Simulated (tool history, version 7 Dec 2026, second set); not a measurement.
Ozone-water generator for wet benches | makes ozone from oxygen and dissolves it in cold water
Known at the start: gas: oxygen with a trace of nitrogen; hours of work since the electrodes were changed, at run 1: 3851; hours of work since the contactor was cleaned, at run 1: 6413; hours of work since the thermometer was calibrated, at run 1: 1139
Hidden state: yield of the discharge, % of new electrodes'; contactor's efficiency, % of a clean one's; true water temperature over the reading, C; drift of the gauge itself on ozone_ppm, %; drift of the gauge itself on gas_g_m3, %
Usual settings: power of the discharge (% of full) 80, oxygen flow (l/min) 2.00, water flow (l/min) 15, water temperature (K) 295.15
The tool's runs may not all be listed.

run	hour	power of the discharge (% of full)	oxygen flow (l/min)	water flow (l/min)	water temperature (K)	hours of work since the electrodes were changed	hours of work since the contactor was cleaned	hours of work since the thermometer was calibrated	dissolved ozone (ppm)	ozone in the gas ahead of the water (g/m3)
1	0.0	80	2.00	15	295.15	3851	6413	1139	8.5	185.8
2	81.3	80	2.00	15	295.15	3905	6466	1192	8.6	185.6
3	177.0	80	2.00	15	295.15	3967	6529	1255	8.5	187.0
4	331.0	80	2.00	15	295.15	4068	6629	1356	8.5	185.6
5	438.1	80	2.00	15	295.15	4138	6700	1426	8.6	187.6
6	515.1	80	2.00	15	295.15	4189	6750	1476	8.5	185.6
7	620.1	80	2.00	15	295.15	4257	6819	1545	8.3	184.9
8	710.9	80	2.00	15	295.15	4317	6878	1604	8.4	184.0
9	805.0	80	2.00	15	295.15	4379	6940	1666	8.4	184.8
10	963.5	80	2.00	15	290.15	4482	7044	1770	8.7	186.7
11	1100.4	80	2.00	15	290.15	4572	7133	1859	8.7	185.1
12	1218.4	80	2.00	15	295.15	4649	7210	1937	8.3	185.1
# hour 1273.2: contactor cleaned
13	1361.6	80	2.00	15	295.15	4740	58	2028	9.5	184.8
14	1502.3	80	2.00	15	294.15	4833	150	2120	9.4	184.4
15	1651.3	80	2.00	15	295.15	4930	248	2218	9.2	183.1
16	1754.8	80	2.00	15	295.15	4998	315	2285	9.3	182.6
17	1847.8	81	2.00	15	295.15	5059	376	2346	9.2	185.6
18	1990.4	81	2.00	15	295.15	5152	470	2440	9.5	185.5
19	2085.4	56	1.26	9	293.15	5214	532	2502	12.2	190.8
20	2211.7	56	1.26	9	293.15	5297	615	2585	12.1	193.8
21	2291.2	48	2.00	13	295.15	5349	667	2637	7.8	131.7
22	2402.7	80	2.00	15	297.15	5422	740	2710	9.1	181.3
23	2480.5	69	2.79	11	297.15	5473	791	2761	10.8	135.4
24	2617.5	40	2.00	15	296.15	5563	880	2850	5.9	118.1
25	2725.8	40	2.00	15	296.15	5634	951	2921	5.9	117.0
26	2825.0	80	1.67	16	295.15	5699	1016	2986	8.5	202.8
27	2942.1	80	1.28	12	289.15	5775	1093	3063	11.6	237.3
# hour 3001.0: water thermometer calibrated
28	3023.2	48	1.28	16	290.15	5828	1146	15	5.9	171.4
29	3149.7	80	1.40	15	295.15	5911	1229	97	8.5	226.6
30	3272.5	68	2.00	15	293.15	5991	1309	178	8.4	160.9
31	3343.4	68	2.00	15	293.15	6038	1355	224	8.3	162.1
32	3457.2	68	2.00	15	293.15	6112	1430	299	8.2	163.3

4 ways to go on from here, each from the tool as it stands after run 32. What would each give?
A	3531.8	48	2.71	15	293.15	6161	1479	348	?	?
B	3531.8	41	2.00	18	299.15	6161	1479	348	?	?
C	3531.8	80	2.00	15	295.15	6161	1479	348	?	?
D	3531.8	80	2.53	15	295.15	6161	1479	348	?	?

run	dissolved ozone (ppm)	ozone in the gas ahead of the water (g/m3)
A	6.7	107.3
B	4.6	118.3
C	8.9	179.8
D	9.1	156.3
Without the tool's hidden state the same runs would have given:
run	dissolved ozone (ppm)	ozone in the gas ahead of the water (g/m3)
A	7.5	116.7
B	5.1	127.2
C	10.4	202.9
D	10.6	176.4
